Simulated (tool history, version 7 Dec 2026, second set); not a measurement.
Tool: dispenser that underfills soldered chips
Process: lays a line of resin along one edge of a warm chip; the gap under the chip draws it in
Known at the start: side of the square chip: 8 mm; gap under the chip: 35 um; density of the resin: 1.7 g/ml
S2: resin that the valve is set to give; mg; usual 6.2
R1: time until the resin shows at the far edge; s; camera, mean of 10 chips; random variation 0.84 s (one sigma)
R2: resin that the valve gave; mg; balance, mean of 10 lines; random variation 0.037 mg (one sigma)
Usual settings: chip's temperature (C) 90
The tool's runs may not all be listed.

Run 1, hour 0: usual settings. Result: R1 84 s, R2 6.08 mg.
At hour 6: new syringe of resin.
Run 2, hour 6.5: usual settings but S2 6.07 mg. Result: R1 81.1 s, R2 6.07 mg.
At hour 13.5: new syringe of resin.
Run 3, hour 13.8: usual settings. Result: R1 79.5 s, R2 6.08 mg.
Run 4, hour 19.6: usual settings. Result: R1 115 s, R2 6.1 mg.
At hour 20.8: new syringe of resin.
Run 5, hour 27.5: usual settings but chip's temperature (C) 87. Result: R1 138.9 s, R2 6.07 mg.
At hour 28.3: new syringe of resin.
Run 6, hour 34.8: usual settings but chip's temperature (C) 87. Result: R1 137.4 s, R2 6.04 mg.
At hour 35.7: new syringe of resin.
Run 7, hour 40.5: usual settings but chip's temperature (C) 103. Result: R1 58.2 s, R2 6.02 mg.
At hour 43.3: new syringe of resin.
Run 8, hour 46.3: usual settings but S2 7.59 mg. Result: R1 90.5 s, R2 7.4 mg.
At hour 50.5: new syringe of resin.
Run 9, hour 53.7: usual settings but chip's temperature (C) 78, S2 7.52 mg. Result: R1 167.1 s, R2 7.34 mg.
At hour 57.7: new syringe of resin.
Run 10, hour 58.3: usual settings but chip's temperature (C) 78, S2 5.88 mg. Result: R1 145.4 s, R2 5.78 mg.
At hour 65.1: new syringe of resin.
Run 11, hour 65.5: usual settings but chip's temperature (C) 88. Result: R1 89 s, R2 6.02 mg.
Run 12, hour 69.1: usual settings but chip's temperature (C) 97, S2 7.67 mg. Result: R1 74 s, R2 7.39 mg.
At hour 72.4: new syringe of resin.
Run 13, hour 77.1: usual settings but chip's temperature (C) 92, S2 6.76 mg. Result: R1 95.7 s, R2 6.59 mg.

Forecast run 14:
At hour 79.9: new syringe of resin.
At hour 80.9: dispensing valve cleaned and set on the balance.
Run 14, hour 82.3: usual settings but S2 7.44 mg. Result: R1 ?, R2 ?.

Run 14 gave R1 84.2 s, R2 7.39 mg.
Without the tool's hidden state the same run would have given R1 78.8 s, R2 7.39 mg.
